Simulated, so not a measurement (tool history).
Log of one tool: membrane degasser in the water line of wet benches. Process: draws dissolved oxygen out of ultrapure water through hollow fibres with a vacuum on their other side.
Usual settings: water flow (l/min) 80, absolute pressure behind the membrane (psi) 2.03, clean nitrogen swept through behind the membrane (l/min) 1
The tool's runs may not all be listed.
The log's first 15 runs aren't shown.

run	hour	water flow (l/min)	absolute pressure behind the membrane (psi)	clean nitrogen swept through behind the membrane (l/min)	dissolved oxygen in the water behind the degasser (ppb)	pressure that the water loses in the fibres (psi)
16	2370.1	63	2.03	1	1113.5	3.794
17	2542.5	127	2.96	0.49	3510.3	7.652
18	2692.5	107	2.67	1	2187.9	6.46
19	2891.4	80	2.7	1	1796.1	4.807
20	3041.3	109	2.03	2.5	1029.4	6.591
21	3210.9	109	2.03	2.5	1030.6	6.563
22	3378	109	2.03	2.5	1025.2	6.515
23	3546	109	3.03	0.81	2692.9	6.618
# hour 3715.5: vacuum gauge calibrated
24	3738.6	109	3.03	0.81	2701.2	6.538
25	3839.1	49	4.66	0.53	3066.4	2.908
26	4044.6	51	2.03	0.69	1239.6	3.104
27	4146.1	80	1.28	2.56	417.9	4.838
28	4266.5	80	1.28	2.56	416.1	4.828
29	4489.8	83	2.26	0.42	2374.3	4.97
30	4663.9	125	2.68	0.4	3399	7.522
31	4792.7	125	2.68	0.4	3440.4	7.575
32	4939.1	79	1.77	1.27	971.2	4.717

Forecast each of these 4 alternatives for the next run:
A	5083.5	116	2.03	1	?	?
B	5083.5	53	3.55	1.7	?	?
C	5083.5	57	3.81	1.87	?	?
D	5083.5	126	1.77	0.44	?	?

run	dissolved oxygen in the water behind the degasser (ppb)	pressure that the water loses in the fibres (psi)
A	1775.3	6.992
B	1222.5	3.21
C	1297.5	3.43
D	2254.4	7.51
Without the tool's hidden state the same runs would have given:
run	dissolved oxygen in the water behind the degasser (ppb)	pressure that the water loses in the fibres (psi)
A	1774.1	6.981
B	1222.3	3.205
C	1297.3	3.424
D	2253.1	7.498
